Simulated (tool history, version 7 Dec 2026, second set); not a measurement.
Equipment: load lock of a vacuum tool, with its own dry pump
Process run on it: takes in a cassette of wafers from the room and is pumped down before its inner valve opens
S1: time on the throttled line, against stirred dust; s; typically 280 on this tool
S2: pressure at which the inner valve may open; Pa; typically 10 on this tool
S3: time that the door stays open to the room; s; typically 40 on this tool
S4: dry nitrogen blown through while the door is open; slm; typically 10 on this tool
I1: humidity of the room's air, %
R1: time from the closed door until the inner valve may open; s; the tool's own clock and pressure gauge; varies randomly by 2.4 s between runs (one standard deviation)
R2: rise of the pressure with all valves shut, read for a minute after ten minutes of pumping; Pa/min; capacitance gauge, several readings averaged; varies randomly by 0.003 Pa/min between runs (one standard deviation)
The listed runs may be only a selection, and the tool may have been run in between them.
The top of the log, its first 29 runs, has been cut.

-- day=340.467 door's seal changed, seat wiped
run 30 day=345.575 | S1=280 S2=9 S3=196 S4=4 | I1=46.6 | R1=403.0 R2=0.071
run 31 day=353.321 | S1=280 S2=9 S3=196 S4=4 | I1=47.1 | R1=406.7 R2=0.076
run 32 day=366.825 | S1=157 S2=14 S3=34 S4=7 | I1=46.5 | R1=286.6 R2=0.040
run 33 day=382.829 | S1=207 S2=14 S3=40 S4=10 | I1=46.2 | R1=332.0 R2=0.049
run 34 day=397.058 | S1=355 S2=9 S3=169 S4=30 | I1=45.3 | R1=474.3 R2=0.053
run 35 day=409.708 | S1=280 S2=9 S3=161 S4=10 | I1=43.5 | R1=408.3 R2=0.086
run 36 day=424.312 | S1=280 S2=10 S3=68 S4=10 | I1=42.7 | R1=404.1 R2=0.089
run 37 day=437.112 | S1=195 S2=7 S3=65 S4=37 | I1=44.0 | R1=335.4 R2=0.073

4 options for the next run, each taken on its own from the tool as it stands now. Forecast them:
run A day=449.133 | S1=242 S2=10 S3=40 S4=10 | I1=46.7 | R1=? R2=?
run B day=449.133 | S1=280 S2=13 S3=98 S4=10 | I1=48.5 | R1=? R2=?
run C day=449.133 | S1=527 S2=10 S3=200 S4=10 | I1=45.1 | R1=? R2=?
run D day=449.133 | S1=257 S2=10 S3=85 S4=10 | I1=44.2 | R1=? R2=?

run=A R1=374.9 R2=0.093
run=B R1=397.6 R2=0.114
run=C R1=631.1 R2=0.120
run=D R1=381.6 R2=0.111
Without the tool's unlogged condition, the same runs would have read:
run=A R1=369.5 R2=0.026
run=B R1=393.0 R2=0.048
run=C R1=626.8 R2=0.052
run=D R1=376.7 R2=0.044
